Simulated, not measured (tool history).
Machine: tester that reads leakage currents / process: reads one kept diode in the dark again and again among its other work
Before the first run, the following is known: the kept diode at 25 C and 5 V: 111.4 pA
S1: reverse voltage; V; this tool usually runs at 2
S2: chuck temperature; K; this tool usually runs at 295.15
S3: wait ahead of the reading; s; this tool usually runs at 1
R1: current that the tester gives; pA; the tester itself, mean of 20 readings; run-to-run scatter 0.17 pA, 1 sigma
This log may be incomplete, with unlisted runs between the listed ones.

run,hour,S1,S2,S3,R1
1,0,2,295.15,1,56.66
2,196,2,295.15,1,56.68
3,389.5,2,295.15,1,56.55
# hour 411.7: probe card cleaned and baked
4,505.9,2,295.15,1,54.28
5,724.7,2,295.15,1,54.26
6,885.7,2,312.15,1,221.78
7,1022.8,2,312.15,1,219.44
8,1242.6,4.34,295.15,1,79.35
9,1344.9,2,295.15,1,53.59
10,1498.8,2,295.15,1,53.76
11,1644.3,2,295.15,6.74,53.29
12,1868.9,2,295.15,6.74,53.41
13,2034.2,2,309.15,1,171.94
14,2174.3,2,309.15,1,171.23
15,2324.9,2,309.15,1,172.53
16,2508.4,2,295.15,1,53.72
17,2691.3,2,295.15,7.18,52.67
18,2827.9,2,295.15,7.18,52.64
19,3058.2,2,295.15,7.18,52.51
20,3293.2,2,295.15,1,52.98
# hour 3360.2: tester calibrated
21,3393.9,2,308.15,0.96,152.51
22,3583,2,308.15,0.96,153
23,3823.5,2,308.15,0.96,152.96
24,4049.4,2,308.15,0.96,152.64
# hour 4068.6: tester calibrated, once more
25,4203.8,2,308.15,0.96,159.87
26,4346.5,2,308.15,0.96,159.32
27,4531.2,14.46,308.15,1,426.97
28,4639.2,1.05,312.15,1,159.1
29,4859.3,8.98,308.15,8.22,334.88
30,5014.2,2,295.15,2.69,53.76
31,5229.9,2,295.15,2.69,53.58
32,5448.3,2,296.15,4.25,58.19
33,5573.2,2,297.15,2.38,63.37
# hour 5666.8: chuck's temperature calibrated
34,5739.2,2,297.15,2.38,67
35,5905.7,2,297.15,2.38,67.31
36,6052.7,4.95,306.15,0.73,219.94
37,6226.4,1.8,295.15,1,53.73
# hour 6293.3: probe card cleaned and baked
38,6354,3.05,296.15,9.79,72.26
39,6564.8,1.41,296.15,0.9,49.63

Each row is a separate what-if for the run after 39, all from the same tool condition, not one after another. Results?
A,6722.9,2,322.15,0.56,?
B,6722.9,2,295.15,1.74,?
C,6722.9,1.03,312.15,0.68,?

run,R1
A,475.02
B,54.06
C,159.77
Without the tool's hidden state the same runs would have given:
run,R1
A,485.28
B,55.22
C,163.35
